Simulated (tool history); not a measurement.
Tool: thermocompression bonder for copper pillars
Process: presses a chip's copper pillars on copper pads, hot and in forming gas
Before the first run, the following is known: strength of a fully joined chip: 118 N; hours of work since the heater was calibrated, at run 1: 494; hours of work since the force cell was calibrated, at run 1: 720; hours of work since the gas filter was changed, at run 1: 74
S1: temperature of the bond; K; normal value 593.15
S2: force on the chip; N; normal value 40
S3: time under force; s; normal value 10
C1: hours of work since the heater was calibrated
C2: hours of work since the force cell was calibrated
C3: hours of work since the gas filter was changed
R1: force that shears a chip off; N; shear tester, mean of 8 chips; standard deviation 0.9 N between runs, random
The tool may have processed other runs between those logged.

run	hour	S1	S2	S3	C1	C2	C3	R1
1	0	593.15	40	10	494	720	74	72.5
2	63	593.15	40	10	531	756	111	68.8
3	115	602.15	40	10	561	787	141	75.7
4	142.2	602.15	40	10	577	803	157	74
5	186.3	565.15	40	10	603	828	183	52.8
6	213.6	565.15	40	7	619	844	199	47.1
7	243.9	565.15	40	7	637	862	217	45.6
8	300.3	593.15	40	10	670	895	250	65.7
# hour 350.6: forming gas filter changed
9	360.4	593.15	40	9	705	930	6	72.1
10	423.2	620.15	40	9	741	967	42	86.5
11	472.8	620.15	40	9	770	996	71	84.8
12	519.4	591.15	40	10	797	1023	99	70.7
13	582.5	593.15	40	10	834	1060	135	69.5
14	621.4	593.15	40	10	857	1082	158	69.5
15	674.5	593.15	40	10	888	1113	189	67.6
# hour 710.8: force cell calibrated
16	738.6	593.15	40	6	925	16	226	59.6
17	789	593.15	40	6	954	46	255	57.2
# hour 831.1: forming gas filter changed
18	848.2	593.15	44	10	988	80	10	81.3
19	878.7	593.15	40	10	1006	98	28	75.7
20	906.6	593.15	40	10	1023	114	44	76.2
21	934.1	593.15	40	10	1039	130	60	72.5
# hour 941.4: force cell calibrated, once more
22	977.3	591.15	52	10	1063	21	85	80.8
23	1033.1	591.15	52	10	1096	54	117	79.6
24	1065.1	591.15	52	10	1114	72	136	78.2
25	1115.8	591.15	52	10	1144	102	166	78.8
26	1163	591.15	52	10	1172	129	193	78
27	1227.2	591.15	52	10	1209	167	231	76.3
28	1284.6	581.15	47	6	1243	200	264	56.4
# hour 1308.1: forming gas filter changed
29	1323.4	593.15	46	10	1265	223	9	80
30	1380	607.15	49	10	1298	256	42	88.8
31	1438.4	594.15	40	10	1332	290	76	70
# hour 1448.6: heater calibrated with a thermocouple chip
32	1467.7	610.15	26	26	11	306	92	79.3
33	1497.5	610.15	53	30	29	323	110	107.7
34	1556.1	610.15	53	16	63	358	144	100.6
35	1603.8	610.15	53	16	91	386	172	97.6
36	1644.7	575.15	53	13	115	409	196	78.7
37	1699.6	575.15	53	13	147	442	228	78.8
38	1743.5	575.15	53	13	172	467	253	77.7

3 ways to go on from here, each from the tool as it stands after run 38. What would each give?
# hour 1786.6: forming gas filter changed
A	1791.4	593.15	42	10	200	495	3	?
# hour 1786.6: forming gas filter changed
B	1791.4	607.15	33	13	200	495	3	?
# hour 1786.6: forming gas filter changed
C	1791.4	593.15	40	29	200	495	3	?

run	R1
A	80
B	80.1
C	96.7
Take away the tool's hidden state, keep each run's random variation, and the runs would have read:
run	R1
A	78.5
B	78.7
C	95.5

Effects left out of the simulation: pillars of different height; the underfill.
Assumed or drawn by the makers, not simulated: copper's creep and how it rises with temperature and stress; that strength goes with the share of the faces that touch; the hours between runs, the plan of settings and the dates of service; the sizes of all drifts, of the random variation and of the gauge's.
